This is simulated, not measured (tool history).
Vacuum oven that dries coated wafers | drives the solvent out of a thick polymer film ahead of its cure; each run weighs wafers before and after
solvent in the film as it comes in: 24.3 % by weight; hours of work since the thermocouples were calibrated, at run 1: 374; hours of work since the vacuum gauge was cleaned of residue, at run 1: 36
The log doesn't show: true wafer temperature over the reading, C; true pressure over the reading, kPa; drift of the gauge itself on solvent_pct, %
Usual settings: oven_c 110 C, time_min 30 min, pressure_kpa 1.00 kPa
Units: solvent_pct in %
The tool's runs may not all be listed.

run,hour,oven_c,time_min,pressure_kpa,hours of work since the thermocouples were calibrated,hours of work since the vacuum gauge was cleaned of residue,solvent_pct
1,0.0,110,30,1.00,374,36,2.12
2,6.4,110,30,1.00,377,39,2.06
3,14.1,110,30,1.00,380,42,2.05
4,22.6,110,30,1.00,384,46,2.10
5,33.7,110,30,1.00,389,51,2.12
6,47.9,110,30,1.00,396,58,2.18
7,54.7,110,30,1.00,399,61,2.17
8,61.8,110,30,1.00,402,64,2.06
9,74.8,110,30,1.00,408,70,2.12
10,82.0,110,30,1.00,411,73,2.17
11,95.2,110,30,1.00,417,80,2.09
12,105.3,110,30,0.74,422,84,1.83
13,114.3,110,30,1.00,426,88,2.20
14,123.0,110,30,1.00,430,92,2.22
15,131.4,110,30,1.00,434,96,2.06
16,140.1,110,30,1.00,438,100,2.14
17,147.4,110,30,1.87,441,104,2.90
18,155.0,110,30,1.87,445,107,2.99
19,167.8,110,30,1.87,451,113,2.95
20,177.1,110,30,1.00,455,117,2.14
21,187.0,110,30,1.00,460,122,2.11
22,200.1,110,30,1.00,466,128,2.13
23,209.8,110,22,1.00,470,132,3.40
24,215.9,103,15,3.05,473,135,10.60
25,227.6,111,15,3.05,478,140,6.80
26,242.1,110,49,1.00,485,147,1.17
27,256.7,100,30,0.71,492,154,5.58
28,268.7,109,29,0.68,497,159,2.19
29,279.2,110,21,0.89,502,164,3.65
30,290.0,113,21,1.07,507,169,2.83
31,296.6,113,21,1.07,510,172,2.87
32,309.1,98,24,0.86,516,178,8.08
33,322.1,117,52,0.57,522,184,0.46
34,333.5,117,52,0.70,527,189,0.56
35,348.0,96,33,3.14,534,196,9.72
36,355.7,96,33,3.14,537,199,9.46
37,369.6,123,24,0.94,544,206,0.68
38,377.4,123,54,0.94,547,209,0.65
39,391.3,123,54,0.94,554,216,0.70
40,401.7,123,54,0.94,559,221,0.73
41,410.5,123,54,0.56,563,225,0.44
42,422.1,123,54,0.56,568,230,0.39
43,431.6,112,39,0.56,572,234,0.89
44,440.2,112,39,0.56,576,238,0.91
45,446.7,97,39,1.90,579,241,6.75
46,457.7,97,39,1.90,584,246,6.62

3 ways to go on from here, each from the tool as it stands after run 46. What would each give?
A,465.0,110,31,1.00,588,250,?
B,465.0,124,19,1.90,588,250,?
C,465.0,123,39,1.90,588,250,?

run,solvent_pct
A,2.15
B,1.56
C,1.29
Without the tool's hidden state the same runs would have given:
run,solvent_pct
A,2.01
B,1.48
C,1.24

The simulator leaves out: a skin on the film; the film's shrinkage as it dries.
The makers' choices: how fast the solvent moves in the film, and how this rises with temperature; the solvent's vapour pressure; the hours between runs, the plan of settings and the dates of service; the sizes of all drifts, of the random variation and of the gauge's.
